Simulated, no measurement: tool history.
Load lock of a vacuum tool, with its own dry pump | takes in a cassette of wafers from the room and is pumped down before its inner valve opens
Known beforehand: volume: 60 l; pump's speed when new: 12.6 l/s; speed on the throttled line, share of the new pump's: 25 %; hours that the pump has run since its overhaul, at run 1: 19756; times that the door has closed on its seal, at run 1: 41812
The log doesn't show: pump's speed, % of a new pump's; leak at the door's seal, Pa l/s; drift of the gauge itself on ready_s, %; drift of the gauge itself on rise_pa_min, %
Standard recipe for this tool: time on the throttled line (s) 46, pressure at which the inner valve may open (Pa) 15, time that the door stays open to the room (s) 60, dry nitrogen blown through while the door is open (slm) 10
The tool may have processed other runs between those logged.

run	hour	time on the throttled line (s)	pressure at which the inner valve may open (Pa)	time that the door stays open to the room (s)	dry nitrogen blown through while the door is open (slm)	hours that the pump has run since its overhaul	times that the door has closed on its seal	incoming humidity of the room's air, %	time from the closed door until the inner valve may open (s)	rise of the pressure with all valves shut (Pa/min)
1	0	46	15	60	10	19756	41812	45.2	86.5	0.099
2	277.3	46	15	60	10	20033	42668	44.6	87.5	0.098
3	611.3	46	15	60	10	20367	43700	45.8	87.7	0.105
4	994.7	46	15	60	10	20750	44883	43.6	88.3	0.112
# hour 1429.7: dry pump taken out, an overhauled one fitted
5	1559.3	46	15	60	10	130	46608	44.2	77.3	0.112
6	1900.5	46	15	60	10	471	47661	42.5	76.7	0.115
7	2234.9	46	15	60	10	805	48694	48	77.5	0.12
8	2553.3	46	15	60	10	1124	49677	46.8	77	0.12
9	3038.7	46	15	60	10	1609	51176	43.5	77.8	0.125
10	3353.5	46	15	141	10	1924	52147	43.9	77.2	0.142
11	3678.1	35	15	141	10	2248	53150	42.5	69.6	0.141
12	4243.8	46	15	60	10	2814	54896	44.4	77.7	0.143
13	4488.5	46	15	60	10	3059	55652	45.4	76.2	0.15
14	4945.7	63	15	60	10	3516	57063	45.6	91.1	0.155
15	5345.9	63	15	60	10	3916	58299	46.3	90.3	0.153
16	5845.9	63	15	60	10	4416	59843	44.4	91.2	0.16
17	6237.5	46	11	126	6	4808	61052	42.4	81.3	0.184
18	6748.6	46	11	126	6	5319	62630	42.8	81.6	0.187
19	7302.7	46	24	60	34	5873	64341	44.4	76.8	0.167
20	7669.7	58	20	51	34	6240	65474	45.8	86.9	0.175
21	8243	58	20	51	34	6813	67244	46.3	86.1	0.18
# hour 8601.7: door's seal changed, seat wiped
22	8704.6	50	15	60	40	7273	318	42.2	82.1	0.013
23	9002.8	54	15	60	10	7572	1238	45	87	0.027

Forecast each of these 5 alternatives for the next run:
A	9451.8	36	16	60	10	8021	2625	44.3	?	?
B	9451.8	54	15	84	10	8021	2625	49.2	?	?
C	9451.8	54	24	45	8	8021	2625	46.3	?	?
D	9451.8	60	15	53	10	8021	2625	44.7	?	?
E	9451.8	81	15	71	4	8021	2625	45.5	?	?

run	time from the closed door until the inner valve may open (s)	rise of the pressure with all valves shut (Pa/min)
A	72.1	0.029
B	85.8	0.028
C	83.4	0.023
D	90.1	0.021
E	104.9	0.033
Had the tool no hidden state, the same runs would have come out as:
run	time from the closed door until the inner valve may open (s)	rise of the pressure with all valves shut (Pa/min)
A	67.8	0.026
B	82.1	0.024
C	80	0.02
D	86.6	0.017
E	102	0.03

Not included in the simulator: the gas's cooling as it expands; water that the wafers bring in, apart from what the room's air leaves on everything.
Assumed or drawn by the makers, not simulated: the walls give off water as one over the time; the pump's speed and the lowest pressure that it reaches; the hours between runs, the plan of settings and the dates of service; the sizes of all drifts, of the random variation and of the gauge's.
